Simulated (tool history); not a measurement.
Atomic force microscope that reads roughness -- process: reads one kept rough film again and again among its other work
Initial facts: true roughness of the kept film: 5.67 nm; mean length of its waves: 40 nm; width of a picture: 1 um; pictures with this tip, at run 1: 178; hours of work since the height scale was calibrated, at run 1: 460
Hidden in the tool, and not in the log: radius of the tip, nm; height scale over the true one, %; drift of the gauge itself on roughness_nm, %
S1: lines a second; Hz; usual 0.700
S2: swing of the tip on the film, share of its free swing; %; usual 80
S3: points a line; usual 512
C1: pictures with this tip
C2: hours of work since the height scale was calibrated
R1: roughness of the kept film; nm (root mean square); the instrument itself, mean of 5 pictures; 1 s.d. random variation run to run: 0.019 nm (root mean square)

run,day,S1,S2,S3,C1,C2,R1
1,0.000,0.700,80,512,178,460,3.577
# day 1.804: new tip fitted
2,1.804,0.776,80,512,0,483,4.732
3,3.408,0.776,80,512,48,504,4.372
4,5.442,0.776,80,512,110,530,4.003
5,6.621,0.776,80,512,146,545,3.790
6,7.942,0.776,80,512,186,562,3.593
7,8.942,2.736,80,512,217,574,3.056
# day 9.421: new tip fitted
8,10.946,2.736,80,512,46,600,3.880
9,11.938,0.700,80,419,76,613,4.225
10,14.079,0.700,80,919,142,640,3.831
11,15.621,0.700,80,919,189,660,3.622
# day 17.079: new tip fitted
12,17.529,0.700,80,512,14,684,4.643
13,19.062,1.123,80,512,61,704,4.233
14,21.496,1.123,80,512,135,735,3.736
15,22.650,2.964,80,806,170,750,3.192
16,24.254,0.569,80,966,219,770,3.507
# day 24.646: new tip fitted
17,25.279,2.453,80,522,19,783,4.130
18,27.442,2.453,80,522,85,811,3.749
19,29.388,0.588,80,908,144,836,3.927
20,30.638,2.421,71,908,182,852,3.484
# day 32.204: new tip fitted
21,32.662,0.700,62,512,14,877,4.836
22,34.908,0.700,79,343,83,906,4.235
23,36.208,0.700,79,343,122,923,3.990
24,37.279,0.746,80,512,155,937,3.811
25,39.179,0.746,80,512,213,961,3.536

What if the next run were any one of these 5? Each begins from the tool's condition after run 25:
# day 39.796: new tip fitted
A,40.496,2.457,77,512,21,978,?
# day 39.796: new tip fitted
B,40.496,3.686,80,512,21,978,?
# day 39.796: new tip fitted
C,40.496,1.182,80,512,21,978,?
# day 39.796: new tip fitted
D,40.496,0.746,89,512,21,978,?
# day 39.796: new tip fitted
E,40.496,0.707,56,593,21,978,?

run,R1
A,4.192
B,3.819
C,4.442
D,4.490
E,4.774
Stripped of hidden state, with their random variation kept, the same runs would have yielded:
run,R1
A,4.310
B,3.927
C,4.568
D,4.617
E,4.909
